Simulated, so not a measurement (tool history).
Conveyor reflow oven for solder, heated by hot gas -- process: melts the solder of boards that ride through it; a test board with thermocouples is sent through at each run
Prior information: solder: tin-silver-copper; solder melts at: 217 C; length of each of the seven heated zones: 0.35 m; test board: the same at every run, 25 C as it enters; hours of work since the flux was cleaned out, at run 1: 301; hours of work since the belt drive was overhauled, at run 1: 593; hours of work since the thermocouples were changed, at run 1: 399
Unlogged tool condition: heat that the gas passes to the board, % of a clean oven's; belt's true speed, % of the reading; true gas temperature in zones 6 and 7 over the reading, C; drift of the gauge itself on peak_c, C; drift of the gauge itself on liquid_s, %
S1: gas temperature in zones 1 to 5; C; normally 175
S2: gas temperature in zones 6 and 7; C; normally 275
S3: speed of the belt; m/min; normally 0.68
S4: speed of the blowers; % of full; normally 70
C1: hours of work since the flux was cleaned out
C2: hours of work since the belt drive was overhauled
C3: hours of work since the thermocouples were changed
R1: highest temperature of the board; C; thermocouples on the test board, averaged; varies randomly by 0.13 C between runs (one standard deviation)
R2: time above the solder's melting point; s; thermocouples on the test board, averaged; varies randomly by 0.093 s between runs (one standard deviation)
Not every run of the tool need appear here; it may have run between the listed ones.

run	day	S1	S2	S3	S4	C1	C2	C3	R1	R2
1	0	175	275	0.68	70	301	593	399	260	50.71
2	0.421	175	275	0.68	77	309	601	407	261	51.58
3	0.721	175	275	0.68	77	314	607	413	261.3	51.7
4	1.088	175	275	0.68	77	321	613	420	261.2	51.67
5	1.667	175	275	0.772	77	332	624	430	256.9	42.99
6	2.121	175	275	0.772	77	340	633	439	256.8	42.94
# day 2.417: flux residue cleaned out of gas plates and filters
7	2.717	175	275	0.772	77	6	640	446	258.9	44.21
8	3.096	175	275	0.772	77	13	647	453	258.7	44.21
9	3.533	175	275	0.772	77	21	655	461	259	44.3
10	3.896	175	275	0.772	77	28	662	468	258.9	44.05
11	4.242	180	272	0.68	70	34	668	475	259.8	52.34
12	4.783	171	280	0.757	70	44	678	485	261.6	45.15
13	5.083	162	280	0.757	71	50	684	490	259.8	42.33
14	5.458	162	280	0.757	71	57	691	497	260	42.25
# day 5.65: belt drive overhauled, speed set with a stopwatch
15	5.888	167	288	0.652	70	61	4	502	273.5	57.34
16	6.167	187	275	0.545	73	67	10	507	269.3	73.53
17	6.512	182	265	0.545	73	73	16	514	259	67.86
18	6.838	182	265	0.545	73	79	22	520	259.3	67.74
19	7.129	182	277	0.64	73	85	28	525	266.5	59.92

Each row is a separate what-if for the run after 19, all from the same tool condition, not one after another. Results?
A	7.4	175	275	0.68	64	90	33	530	?	?
B	7.4	189	271	0.64	73	90	33	530	?	?
C	7.4	185	275	0.68	61	90	33	530	?	?
D	7.4	175	275	0.79	70	90	33	530	?	?
E	7.4	168	277	0.64	72	90	33	530	?	?

run	R1	R2
A	260	51.27
B	262.2	60.49
C	261.1	54.74
D	256.2	42.04
E	264.6	55.14
What these runs would have given with no unlogged condition in the tool:
run	R1	R2
A	258.7	49.87
B	260.8	59.04
C	259.7	53.31
D	255	40.85
E	263.3	53.74
